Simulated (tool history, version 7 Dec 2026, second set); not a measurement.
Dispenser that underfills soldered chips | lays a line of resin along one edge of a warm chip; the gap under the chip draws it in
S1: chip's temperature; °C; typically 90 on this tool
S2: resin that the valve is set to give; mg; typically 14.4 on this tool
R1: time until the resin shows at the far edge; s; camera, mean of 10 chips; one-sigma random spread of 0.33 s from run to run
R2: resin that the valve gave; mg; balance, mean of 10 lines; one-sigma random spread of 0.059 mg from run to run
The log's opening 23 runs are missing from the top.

-- hour=268.7 new syringe of resin
run 24 hour=271.9 | S1=81 S2=15.9 | R1=20.6 R2=15.23
-- hour=278.6 new syringe of resin
run 25 hour=287 | S1=77 S2=17 | R1=28.8 R2=16.21
-- hour=288.7 new syringe of resin
run 26 hour=296.8 | S1=78 S2=18.6 | R1=26.7 R2=17.57
-- hour=298 new syringe of resin
run 27 hour=306.8 | S1=90 S2=13.3 | R1=18.8 R2=12.42
-- hour=307.8 new syringe of resin
-- hour=314.5 dispensing valve cleaned and set on the balance
run 28 hour=315.4 | S1=81 S2=15.7 | R1=23.5 R2=15.65
-- hour=318.5 new syringe of resin
-- hour=328.5 new syringe of resin
run 29 hour=329.7 | S1=105 S2=15.8 | R1=9.2 R2=15.67
-- hour=338.2 new syringe of resin
run 30 hour=340.4 | S1=76 S2=15.4 | R1=24.5 R2=15.13
-- hour=347.6 new syringe of resin
run 31 hour=349 | S1=76 S2=15.4 | R1=24.6 R2=15.15
-- hour=357.4 new syringe of resin
run 32 hour=357.6 | S1=76 S2=15.4 | R1=23.5 R2=14.92
-- hour=367.3 new syringe of resin
run 33 hour=372.6 | S1=87 S2=13.5 | R1=19 R2=13.08

Forecast each of these 5 alternatives for the next run:
-- hour=376.7 new syringe of resin
run A hour=382.8 | S1=99 S2=14.2 | R1=? R2=?
-- hour=376.7 new syringe of resin
run B hour=382.8 | S1=94 S2=18 | R1=? R2=?
-- hour=376.7 new syringe of resin
run C hour=382.8 | S1=93 S2=15.3 | R1=? R2=?
-- hour=376.7 new syringe of resin
run D hour=382.8 | S1=86 S2=14.4 | R1=? R2=?
-- hour=376.7 new syringe of resin
run E hour=382.8 | S1=76 S2=13.5 | R1=? R2=?

run=A R1=13.3 R2=13.71
run=B R1=14.3 R2=17.35
run=C R1=15 R2=14.81
run=D R1=19.3 R2=13.82
run=E R1=28.5 R2=13.06
With the hidden condition removed and each run's random variation left untouched, the same runs would have given:
run=A R1=10.3 R2=14.26
run=B R1=10.8 R2=18.04
run=C R1=11.4 R2=15.4
run=D R1=14.8 R2=14.37
run=E R1=21.6 R2=13.59
